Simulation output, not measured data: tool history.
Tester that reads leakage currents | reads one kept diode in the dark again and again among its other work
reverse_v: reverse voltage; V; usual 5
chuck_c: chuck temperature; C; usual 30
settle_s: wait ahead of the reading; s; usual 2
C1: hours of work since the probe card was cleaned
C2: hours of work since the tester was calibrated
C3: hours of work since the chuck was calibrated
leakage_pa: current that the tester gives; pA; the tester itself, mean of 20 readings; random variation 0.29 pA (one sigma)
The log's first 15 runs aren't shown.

run 16 day=42.446 | reverse_v=5 chuck_c=30 settle_s=2 | C1=1342 C2=2271 C3=150 | leakage_pa=103.44
run 17 day=46.108 | reverse_v=5 chuck_c=30 settle_s=2 | C1=1410 C2=2339 C3=218 | leakage_pa=103.08
run 18 day=49.779 | reverse_v=1.24 chuck_c=30 settle_s=0.32 | C1=1477 C2=2406 C3=285 | leakage_pa=62.38
run 19 day=53.271 | reverse_v=2.89 chuck_c=30 settle_s=3.91 | C1=1542 C2=2471 C3=350 | leakage_pa=83.93
run 20 day=55.85 | reverse_v=4.95 chuck_c=34 settle_s=3.91 | C1=1589 C2=2518 C3=397 | leakage_pa=139.86
run 21 day=57.825 | reverse_v=4.95 chuck_c=34 settle_s=3.91 | C1=1626 C2=2555 C3=434 | leakage_pa=139.82
run 22 day=60.838 | reverse_v=4.95 chuck_c=34 settle_s=3.91 | C1=1681 C2=2610 C3=489 | leakage_pa=139.37
run 23 day=63.962 | reverse_v=18 chuck_c=34 settle_s=3.91 | C1=1739 C2=2668 C3=547 | leakage_pa=230.75
run 24 day=65.512 | reverse_v=17.14 chuck_c=38 settle_s=0.3 | C1=1767 C2=2696 C3=575 | leakage_pa=305.9
run 25 day=68.096 | reverse_v=8.44 chuck_c=29 settle_s=1.36 | C1=1815 C2=2744 C3=623 | leakage_pa=118.55
run 26 day=69.992 | reverse_v=8.44 chuck_c=29 settle_s=1.36 | C1=1850 C2=2779 C3=658 | leakage_pa=118.02
run 27 day=73.092 | reverse_v=2.55 chuck_c=51 settle_s=0.65 | C1=1907 C2=2836 C3=715 | leakage_pa=397.25
run 28 day=75.379 | reverse_v=1.94 chuck_c=44 settle_s=1.77 | C1=1949 C2=2878 C3=757 | leakage_pa=215.09
run 29 day=79.083 | reverse_v=1.94 chuck_c=44 settle_s=1.77 | C1=2017 C2=2946 C3=825 | leakage_pa=212.83
run 30 day=81.792 | reverse_v=1.45 chuck_c=22 settle_s=0.38 | C1=2067 C2=2996 C3=875 | leakage_pa=33.71
run 31 day=84.183 | reverse_v=1.45 chuck_c=22 settle_s=0.38 | C1=2111 C2=3040 C3=919 | leakage_pa=33.65
-- day=84.896 probe card cleaned and baked
run 32 day=87.646 | reverse_v=8.25 chuck_c=30 settle_s=2 | C1=51 C2=3102 C3=981 | leakage_pa=108.76
run 33 day=89.354 | reverse_v=14.56 chuck_c=22 settle_s=2 | C1=82 C2=3133 C3=1012 | leakage_pa=66.14

Forecast each of these 3 alternatives for the next run:
run A day=91.229 | reverse_v=9.5 chuck_c=22 settle_s=2.29 | C1=117 C2=3168 C3=1047 | leakage_pa=?
run B day=91.229 | reverse_v=18.44 chuck_c=30 settle_s=2 | C1=117 C2=3168 C3=1047 | leakage_pa=?
run C day=91.229 | reverse_v=5 chuck_c=30 settle_s=2 | C1=117 C2=3168 C3=1047 | leakage_pa=?

run=A leakage_pa=57.2
run=B leakage_pa=142.57
run=C leakage_pa=91.56
Without the tool's hidden state the same runs would have given:
run=A leakage_pa=59.35
run=B leakage_pa=148.04
run=C leakage_pa=96.02
